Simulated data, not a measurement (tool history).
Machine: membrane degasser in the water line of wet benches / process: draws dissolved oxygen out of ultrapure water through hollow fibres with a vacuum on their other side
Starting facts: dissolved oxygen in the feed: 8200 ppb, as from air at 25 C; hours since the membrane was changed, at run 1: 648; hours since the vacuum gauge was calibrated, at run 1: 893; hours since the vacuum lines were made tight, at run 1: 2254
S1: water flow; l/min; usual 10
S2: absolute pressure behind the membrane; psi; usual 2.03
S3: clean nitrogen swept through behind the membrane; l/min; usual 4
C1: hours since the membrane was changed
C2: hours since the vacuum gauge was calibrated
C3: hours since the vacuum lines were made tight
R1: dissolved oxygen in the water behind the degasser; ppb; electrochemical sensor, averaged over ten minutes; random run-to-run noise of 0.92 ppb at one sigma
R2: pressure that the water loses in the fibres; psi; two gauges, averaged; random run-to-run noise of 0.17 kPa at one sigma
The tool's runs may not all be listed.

Run 1, hour 0: usual settings; C1 648; C2 893; C3 2254. Result: R1 97.8 ppb, R2 5.578 psi.
Run 2, hour 40.9: usual settings; C1 689; C2 934; C3 2295. Result: R1 97.3 ppb, R2 5.583 psi.
Run 3, hour 84.2: usual settings but S2 2.83 psi; C1 733; C2 978; C3 2339. Result: R1 132.4 ppb, R2 5.562 psi.
Run 4, hour 122.6: usual settings but S3 5.48 l/min; C1 771; C2 1016; C3 2377. Result: R1 80.8 ppb, R2 5.568 psi.
Run 5, hour 146.7: usual settings but S3 5.48 l/min; C1 795; C2 1040; C3 2401. Result: R1 79.7 ppb, R2 5.558 psi.
Run 6, hour 187.1: usual settings but S3 7.52 l/min; C1 835; C2 1080; C3 2442. Result: R1 66.5 ppb, R2 5.567 psi.
Run 7, hour 206.7: usual settings; C1 855; C2 1100; C3 2461. Result: R1 97.5 ppb, R2 5.588 psi.
Run 8, hour 228.9: usual settings; C1 877; C2 1122; C3 2483. Result: R1 98.7 ppb, R2 5.559 psi.
Run 9, hour 257.8: usual settings; C1 906; C2 1151; C3 2512. Result: R1 97.9 ppb, R2 5.593 psi.
Run 10, hour 297.6: usual settings; C1 946; C2 1191; C3 2552. Result: R1 98.4 ppb, R2 5.533 psi.
Run 11, hour 326: usual settings; C1 974; C2 1219; C3 2580. Result: R1 99.1 ppb, R2 5.585 psi.
Run 12, hour 361.3: usual settings; C1 1010; C2 1255; C3 2616. Result: R1 99.5 ppb, R2 5.567 psi.
Run 13, hour 398.1: usual settings but S1 12 l/min; C1 1046; C2 1291; C3 2653. Result: R1 126.5 ppb, R2 6.699 psi.
Run 14, hour 436.4: usual settings but S1 12 l/min; C1 1085; C2 1330; C3 2691. Result: R1 124.1 ppb, R2 6.679 psi.
Run 15, hour 481.5: usual settings; C1 1130; C2 1375; C3 2736. Result: R1 99.6 ppb, R2 5.553 psi.
At hour 485.5: vacuum gauge calibrated.
Run 16, hour 516.3: usual settings; C1 1164; C2 31; C3 2770. Result: R1 98.4 ppb, R2 5.614 psi.
Run 17, hour 540.1: usual settings but S1 11 l/min; C1 1188; C2 55; C3 2794. Result: R1 111.7 ppb, R2 6.134 psi.
Run 18, hour 567.3: usual settings but S1 9 l/min, S3 9.9 l/min; C1 1215; C2 82; C3 2821. Result: R1 50 ppb, R2 5.039 psi.
Run 19, hour 604.1: usual settings but S1 9 l/min, S3 9.9 l/min; C1 1252; C2 119; C3 2858. Result: R1 49.8 ppb, R2 4.998 psi.
Run 20, hour 643.7: usual settings but S1 7 l/min, S2 2.02 psi, S3 2.67 l/min; C1 1292; C2 158; C3 2898. Result: R1 85.5 ppb, R2 3.922 psi.
At hour 670.8: vacuum gauge calibrated, once more.
Run 21, hour 681.1: usual settings but S1 7 l/min, S2 2.02 psi, S3 2.67 l/min; C1 1328; C2 10; C3 2935. Result: R1 85.5 ppb, R2 3.946 psi.
Run 22, hour 719.1: usual settings but S1 7 l/min, S2 1.32 psi, S3 6.23 l/min; C1 1366; C2 48; C3 2973. Result: R1 32.5 ppb, R2 3.888 psi.
Run 23, hour 755.5: usual settings but S1 8 l/min, S2 1.46 psi, S3 9.07 l/min; C1 1403; C2 85; C3 3009. Result: R1 36.4 ppb, R2 4.473 psi.
Run 24, hour 781.2: usual settings but S1 8 l/min, S2 1.46 psi, S3 9.07 l/min; C1 1429; C2 110; C3 3035. Result: R1 36 ppb, R2 4.486 psi.
Run 25, hour 818.7: usual settings but S1 8 l/min, S2 1.46 psi, S3 9.07 l/min; C1 1466; C2 148; C3 3072. Result: R1 36.4 ppb, R2 4.483 psi.
Run 26, hour 848.3: usual settings but S1 13 l/min, S2 2.68 psi, S3 2.56 l/min; C1 1496; C2 177; C3 3102. Result: R1 238.1 ppb, R2 7.268 psi.
Run 27, hour 892.9: usual settings but S1 9 l/min, S2 2.51 psi, S3 2.56 l/min; C1 1540; C2 222; C3 3146. Result: R1 147 ppb, R2 5.049 psi.
Run 28, hour 912.5: usual settings but S2 3.55 psi, S3 6.98 l/min; C1 1560; C2 242; C3 3166. Result: R1 109.4 ppb, R2 5.606 psi.
Run 29, hour 932.4: usual settings but S2 3.55 psi, S3 9.74 l/min; C1 1580; C2 262; C3 3186. Result: R1 87.8 ppb, R2 5.606 psi.
Run 30, hour 968.9: usual settings but S2 3.55 psi, S3 9.74 l/min; C1 1616; C2 298; C3 3222. Result: R1 88.3 ppb, R2 5.626 psi.
Run 31, hour 1011: usual settings but S2 3.55 psi, S3 9.74 l/min; C1 1658; C2 340; C3 3264. Result: R1 86.8 ppb, R2 5.577 psi.
Run 32, hour 1052.1: usual settings but S2 3.55 psi, S3 9.74 l/min; C1 1699; C2 381; C3 3306. Result: R1 86.5 ppb, R2 5.578 psi.

Across each entry between runs, compare the hidden state at the last listed run before it with the hidden state at the first listed run after it:
Runs 15 to 16: vacuum gauge calibrated (hour 485.5)
  true pressure behind the membrane over the reading, kPa: 0.04 -> 0.06
  the result without the hidden state subtracted from the measured one, R1: +1.5 -> +1.6 ppb; R2: +0.029 -> +0.03 psi
Runs 20 to 21: vacuum gauge calibrated, once more (hour 670.8)
  true pressure behind the membrane over the reading, kPa: 0.06 -> 0.05
  the result without the hidden state subtracted from the measured one, R1: +1.5 -> +1.5 ppb; R2: +0.023 -> +0.025 psi
